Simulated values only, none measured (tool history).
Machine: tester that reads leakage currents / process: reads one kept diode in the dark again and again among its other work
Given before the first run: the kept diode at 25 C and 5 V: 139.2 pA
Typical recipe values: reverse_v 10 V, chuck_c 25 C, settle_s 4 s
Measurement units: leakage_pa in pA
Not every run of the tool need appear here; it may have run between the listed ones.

run,hour,reverse_v,chuck_c,settle_s,leakage_pa
1,0,10,25,4,206.45
2,81.9,10,25,4,207.15
3,154.5,10,25,4,209.71
4,228.6,10,25,4,210.89
5,336.3,10,25,4,212.93
6,483.8,10,25,4,218.89
7,628.7,10,25,4,223.77
8,756.6,10,25,4,227.44
9,861.5,10,25,4,229.4
10,1009.2,10,25,4,198.29
11,1151.5,10,25,4,202
12,1238.8,10,25,4,208.2
13,1349.8,4.6,43,3.33,596.15
14,1500.8,2.7,29,8.19,166.4
15,1579.8,1.1,33,9.33,156.81
16,1726.2,8.9,28,0.38,254
17,1852.3,8.9,29,7.09,268.88
18,1944.3,10,24,4,190.79

Withheld: 3 entries from between the runs. Position of each, and hidden state at the listed run before versus the listed run after:
Run 9 -> run 10: chuck's temperature calibrated (hour 931.4)
  stray current of the dirty probe card, pA a volt: 1.554 -> 1.669; current scale over the true one, %: -1.63 -> -1.72; true chuck temperature over the reading, C: 2.06 -> 0.07
  measured result minus the result with no hidden state, leakage_pa: +45.91 -> +14.09 pA
Run 11 -> run 12: tester calibrated (hour 1196.5)
  stray current of the dirty probe card, pA a volt: 1.793 -> 1.868; current scale over the true one, %: -1.8 -> 0.09; true chuck temperature over the reading, C: 0.25 -> 0.36
  measured result minus the result with no hidden state, leakage_pa: +17.92 -> +24.31 pA
Run 14 -> run 15: probe card cleaned and baked (hour 1566.2)
  stray current of the dirty probe card, pA a volt: 2.095 -> 0.041; current scale over the true one, %: -0.06 -> -0.1; true chuck temperature over the reading, C: 0.69 -> 0.78
  measured result minus the result with no hidden state, leakage_pa: +14.29 -> +9.33 pA
